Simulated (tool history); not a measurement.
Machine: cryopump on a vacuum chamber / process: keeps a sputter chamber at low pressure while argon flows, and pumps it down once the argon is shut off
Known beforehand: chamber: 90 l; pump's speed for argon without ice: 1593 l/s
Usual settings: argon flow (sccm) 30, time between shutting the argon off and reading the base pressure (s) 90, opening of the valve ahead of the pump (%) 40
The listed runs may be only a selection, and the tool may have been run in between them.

run,hour,argon flow (sccm),time between shutting the argon off and reading the base pressure (s),opening of the valve ahead of the pump (%),pressure while argon flows (Pa),pressure after the wait (uPa)
1,0,30,90,40,0.0821,0.94
2,11.1,30,90,40,0.0812,0.88
3,22.9,30,107,40,0.0821,0.85
4,44.5,30,90,40,0.083,0.97
5,59.8,30,90,40,0.0818,0.95
6,74.7,30,90,40,0.0816,0.93
7,88.3,30,105,40,0.0824,0.92
8,97.4,30,90,40,0.0826,1.01
9,109.5,30,90,40,0.0825,1.01
10,126,30,90,40,0.0834,0.97
11,134.8,30,36,40,0.083,1.57
12,146.9,30,36,40,0.0824,1.58
13,160,30,36,40,0.0824,1.59
14,181.5,30,36,40,0.0838,1.6
15,197.8,30,36,40,0.0824,1.6
16,217.3,23,36,40,0.0645,1.59
17,227.2,14,90,40,0.0389,1.03
18,237.5,38,90,27,0.1539,1.05
19,254.4,14,263,58,0.0277,0.79
20,269.7,16,150,16,0.1076,0.92
21,283.3,41,150,16,0.2766,0.93
22,303.3,41,150,16,0.2787,0.94
23,318.6,41,150,16,0.2774,0.87
24,335.8,41,80,16,0.2784,1.15
25,350.3,30,90,50,0.0689,1.09
26,365,30,90,50,0.0684,1.16
27,386.2,28,132,16,0.1914,1.03
28,404.6,28,132,16,0.1914,1.05
29,416,28,132,16,0.1913,1.07
30,436,28,132,16,0.1925,1.06
# hour 442.3: pump warmed up, emptied and cooled again
31,453.2,30,90,16,0.1991,1.11
32,465.1,33,90,40,0.0875,1.09
33,480.6,33,66,40,0.0884,1.25
34,499,30,90,37,0.0869,1.1

For some of the steps in pressure while argon flows (Pa) from one run to the next: how much would appear even if the tool had no hidden state, given the settings, what came in and random variation, and how much remains for the hidden state plus any gauge scatter that the measured result and the result without hidden state don't share?
What the log doesn't record here: pump's speed, % of a pump's without ice; cold plate's temperature, K; leak into the chamber, uPa l/s; drift of the gauge itself on working_pa, %; drift of the gauge itself on base_upa, %.
Run 17 -> 18: argon flow (sccm) 14 -> 38, opening of the valve ahead of the pump (%) 40 -> 27. pressure while argon flows (Pa) +0.115: hidden state +0.0033, all else +0.1117.
Run 18 -> 19: argon flow (sccm) 38 -> 14, time between shutting the argon off and reading the base pressure (s) 90 -> 263, opening of the valve ahead of the pump (%) 27 -> 58. pressure while argon flows (Pa) -0.1262: hidden state -0.0033, all else -0.1229.
Run 20 -> 21: argon flow (sccm) 16 -> 41. pressure while argon flows (Pa) +0.169: hidden state +0.0038, all else +0.1652.
Run 24 -> 25: argon flow (sccm) 41 -> 30, time between shutting the argon off and reading the base pressure (s) 80 -> 90, opening of the valve ahead of the pump (%) 16 -> 50. pressure while argon flows (Pa) -0.2095: hidden state -0.0017, all else -0.2078.
Run 30 -> 31: argon flow (sccm) 28 -> 30, time between shutting the argon off and reading the base pressure (s) 132 -> 90, pump warmed up, emptied and cooled again. pressure while argon flows (Pa) +0.0066: hidden state -0.005, all else +0.0116.
